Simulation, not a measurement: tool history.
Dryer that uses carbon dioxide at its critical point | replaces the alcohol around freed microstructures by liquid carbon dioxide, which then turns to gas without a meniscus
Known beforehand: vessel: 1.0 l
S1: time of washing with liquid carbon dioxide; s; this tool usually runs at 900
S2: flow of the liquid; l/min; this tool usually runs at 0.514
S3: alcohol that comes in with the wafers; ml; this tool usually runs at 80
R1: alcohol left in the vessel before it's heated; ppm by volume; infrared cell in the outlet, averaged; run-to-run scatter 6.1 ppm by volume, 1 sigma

run     day    S1     S2   S3    R1
  1   0.000   900  0.514   80   335
  2   0.421   900  0.514   80   340
  3   0.779   900  0.514   80   341
  4   1.258   900  0.514   80   341
  5   1.838   900  0.514   80   362
  6   2.417   900  0.514   80   377
  7   2.779   900  0.514   80   395
  8   3.138   900  0.514   80   393
  9   3.650   900  0.514   80   403
 10   4.262   900  0.514   80   420
 11   4.908   900  0.514   80   442
 12   5.529   900  0.514   80   461
 13   6.150   900  0.514   80   476
 14   6.504   900  0.514   80   492
      6.979  -- inlet filter changed
 15   7.133  1020  0.363   20   236
 16   7.454   600  0.453   33  1147
 17   8.033   600  0.453   33  1163
 18   8.671   600  0.453   33  1180
 19   9.258   660  0.324   35  2554
 20   9.558   900  0.421   80   814
 21   9.862   960  0.634   80    94
 22  10.142   960  0.634   80   105
 23  10.696   660  0.634   56   377
 24  11.138  1080  0.766   61    57
 25  11.542   600  0.511  104  2688
 26  11.892   900  0.506   39   237
 27  12.567   900  0.506   39   247

Difference, measured minus no-hidden-state, one row per run. Run-to-run variation is common to both terms; the gauge's own scatter need not be:
Hidden state present: flow that reaches the vessel past the clogged filter, %; alcohol in the recycled carbon dioxide, ppm; drift of the gauge itself on alcohol_ppm, %.
run    R1
  1   +90
  2  +100
  3  +105
  4  +114
  5  +127
  6  +142
  7  +153
  8  +160
  9  +173
 10  +189
 11  +209
 12  +225
 13  +241
 14  +256
 15   +38
 16   +70
 17   +93
 18  +118
 19  +212
 20  +145
 21   +55
 22   +58
 23  +111
 24   +53
 25  +503
 26   +98
 27  +107

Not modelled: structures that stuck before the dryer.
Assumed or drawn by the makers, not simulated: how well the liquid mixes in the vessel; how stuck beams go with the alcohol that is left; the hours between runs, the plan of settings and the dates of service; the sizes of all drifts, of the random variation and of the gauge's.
